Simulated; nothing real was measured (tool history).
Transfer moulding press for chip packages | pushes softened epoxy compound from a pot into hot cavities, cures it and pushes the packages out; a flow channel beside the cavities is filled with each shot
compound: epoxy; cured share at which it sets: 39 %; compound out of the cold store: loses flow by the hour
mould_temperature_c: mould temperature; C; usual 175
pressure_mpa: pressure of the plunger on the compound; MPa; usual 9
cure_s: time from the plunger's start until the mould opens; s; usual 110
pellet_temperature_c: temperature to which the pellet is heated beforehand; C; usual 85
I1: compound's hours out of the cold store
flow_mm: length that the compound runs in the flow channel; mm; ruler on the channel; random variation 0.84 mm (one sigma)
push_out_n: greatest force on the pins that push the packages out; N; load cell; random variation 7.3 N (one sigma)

{"run": 1, "day": 0.0, "mould_temperature_c": 175, "pressure_mpa": 9, "cure_s": 110, "pellet_temperature_c": 85, "I1": 26.2, "flow_mm": 574.2, "push_out_n": 394}
{"run": 2, "day": 1.829, "mould_temperature_c": 175, "pressure_mpa": 9, "cure_s": 126, "pellet_temperature_c": 85, "I1": 15.5, "flow_mm": 609, "push_out_n": 401}
{"run": 3, "day": 2.946, "mould_temperature_c": 175, "pressure_mpa": 9, "cure_s": 126, "pellet_temperature_c": 85, "I1": 33.6, "flow_mm": 550.3, "push_out_n": 410}
{"run": 4, "day": 5.004, "mould_temperature_c": 175, "pressure_mpa": 9, "cure_s": 126, "pellet_temperature_c": 85, "I1": 22.3, "flow_mm": 582.8, "push_out_n": 439}
{"day": 5.371, "done": "cavities cleaned with cleaning compound and waxed"}
{"run": 5, "day": 6.796, "mould_temperature_c": 175, "pressure_mpa": 9, "cure_s": 117, "pellet_temperature_c": 85, "I1": 32.8, "flow_mm": 549, "push_out_n": 557}
{"run": 6, "day": 7.938, "mould_temperature_c": 175, "pressure_mpa": 9, "cure_s": 117, "pellet_temperature_c": 85, "I1": 38.9, "flow_mm": 531.8, "push_out_n": 523}
{"run": 7, "day": 9.929, "mould_temperature_c": 175, "pressure_mpa": 9, "cure_s": 117, "pellet_temperature_c": 85, "I1": 24.4, "flow_mm": 572.7, "push_out_n": 534}
{"run": 8, "day": 10.988, "mould_temperature_c": 167, "pressure_mpa": 9, "cure_s": 110, "pellet_temperature_c": 85, "I1": 42, "flow_mm": 534.3, "push_out_n": 961}
{"day": 11.583, "done": "cavities cleaned with cleaning compound and waxed"}
{"run": 9, "day": 12.142, "mould_temperature_c": 175, "pressure_mpa": 9, "cure_s": 110, "pellet_temperature_c": 85, "I1": 25.2, "flow_mm": 567.3, "push_out_n": 370}
{"day": 12.671, "done": "cavities cleaned with cleaning compound and waxed, once more"}
{"run": 10, "day": 13.367, "mould_temperature_c": 179, "pressure_mpa": 9, "cure_s": 110, "pellet_temperature_c": 85, "I1": 42.5, "flow_mm": 512, "push_out_n": 299}
{"run": 11, "day": 14.729, "mould_temperature_c": 179, "pressure_mpa": 9, "cure_s": 110, "pellet_temperature_c": 85, "I1": 35, "flow_mm": 530.6, "push_out_n": 381}
{"run": 12, "day": 16.471, "mould_temperature_c": 175, "pressure_mpa": 9.82, "cure_s": 110, "pellet_temperature_c": 85, "I1": 47.2, "flow_mm": 525, "push_out_n": 488}
{"run": 13, "day": 17.896, "mould_temperature_c": 175, "pressure_mpa": 9, "cure_s": 104, "pellet_temperature_c": 85, "I1": 33.7, "flow_mm": 540.1, "push_out_n": 589}
{"day": 18.904, "done": "cavities cleaned with cleaning compound and waxed"}
{"run": 14, "day": 19.792, "mould_temperature_c": 175, "pressure_mpa": 9, "cure_s": 104, "pellet_temperature_c": 85, "I1": 25.8, "flow_mm": 560.5, "push_out_n": 428}
{"run": 15, "day": 20.712, "mould_temperature_c": 175, "pressure_mpa": 9, "cure_s": 104, "pellet_temperature_c": 85, "I1": 9.3, "flow_mm": 613.9, "push_out_n": 515}
{"run": 16, "day": 21.725, "mould_temperature_c": 171, "pressure_mpa": 9, "cure_s": 140, "pellet_temperature_c": 90, "I1": 35.1, "flow_mm": 539.7, "push_out_n": 399}
{"day": 22.521, "done": "plunger's sealing rings changed"}
{"run": 17, "day": 22.729, "mould_temperature_c": 177, "pressure_mpa": 7.92, "cure_s": 135, "pellet_temperature_c": 95, "I1": 41.1, "flow_mm": 492.8, "push_out_n": 350}
{"run": 18, "day": 24.279, "mould_temperature_c": 177, "pressure_mpa": 7.92, "cure_s": 135, "pellet_temperature_c": 86, "I1": 9.3, "flow_mm": 586.3, "push_out_n": 403}
{"day": 25.212, "done": "cavities cleaned with cleaning compound and waxed"}
{"run": 19, "day": 25.654, "mould_temperature_c": 177, "pressure_mpa": 7.92, "cure_s": 135, "pellet_temperature_c": 86, "I1": 19.2, "flow_mm": 552.8, "push_out_n": 273}
{"run": 20, "day": 27.7, "mould_temperature_c": 175, "pressure_mpa": 9, "cure_s": 149, "pellet_temperature_c": 86, "I1": 19.9, "flow_mm": 590.3, "push_out_n": 341}
{"run": 21, "day": 28.992, "mould_temperature_c": 175, "pressure_mpa": 9, "cure_s": 139, "pellet_temperature_c": 88, "I1": 18.1, "flow_mm": 595.2, "push_out_n": 391}
{"run": 22, "day": 29.829, "mould_temperature_c": 175, "pressure_mpa": 10.47, "cure_s": 139, "pellet_temperature_c": 81, "I1": 26.4, "flow_mm": 612.8, "push_out_n": 394}
{"day": 31.45, "done": "cavities cleaned with cleaning compound and waxed"}
{"run": 23, "day": 31.667, "mould_temperature_c": 182, "pressure_mpa": 10.47, "cure_s": 145, "pellet_temperature_c": 90, "I1": 46.9, "flow_mm": 537.8, "push_out_n": 217}
{"run": 24, "day": 33.538, "mould_temperature_c": 182, "pressure_mpa": 10.47, "cure_s": 145, "pellet_temperature_c": 90, "I1": 46.2, "flow_mm": 539, "push_out_n": 313}
{"run": 25, "day": 35.379, "mould_temperature_c": 182, "pressure_mpa": 7.97, "cure_s": 145, "pellet_temperature_c": 77, "I1": 9.7, "flow_mm": 570.6, "push_out_n": 370}
{"run": 26, "day": 36.967, "mould_temperature_c": 168, "pressure_mpa": 6.85, "cure_s": 93, "pellet_temperature_c": 82, "I1": 27.9, "flow_mm": 498, "push_out_n": 1217}

Forecast each of these 4 alternatives for the next run:
{"day": 37.75, "done": "cavities cleaned with cleaning compound and waxed"}
{"run": "A", "day": 38.017, "mould_temperature_c": 168, "pressure_mpa": 10.74, "cure_s": 93, "pellet_temperature_c": 94, "I1": 37.4, "flow_mm": "?", "push_out_n": "?"}
{"day": 37.75, "done": "cavities cleaned with cleaning compound and waxed"}
{"run": "B", "day": 38.017, "mould_temperature_c": 175, "pressure_mpa": 9, "cure_s": 110, "pellet_temperature_c": 77, "I1": 17.9, "flow_mm": "?", "push_out_n": "?"}
{"day": 37.75, "done": "cavities cleaned with cleaning compound and waxed"}
{"run": "C", "day": 38.017, "mould_temperature_c": 182, "pressure_mpa": 9, "cure_s": 146, "pellet_temperature_c": 85, "I1": 10.2, "flow_mm": "?", "push_out_n": "?"}
{"day": 37.75, "done": "cavities cleaned with cleaning compound and waxed"}
{"run": "D", "day": 38.017, "mould_temperature_c": 168, "pressure_mpa": 8.44, "cure_s": 93, "pellet_temperature_c": 90, "I1": 26.7, "flow_mm": "?", "push_out_n": "?"}

run=A flow_mm=592 push_out_n=712
run=B flow_mm=590.5 push_out_n=348
run=C flow_mm=601.1 push_out_n=220
run=D flow_mm=557.1 push_out_n=729
Without the tool's hidden state the same runs would have given:
run=A flow_mm=605.7 push_out_n=674
run=B flow_mm=604 push_out_n=331
run=C flow_mm=614.7 push_out_n=201
run=D flow_mm=569.9 push_out_n=689
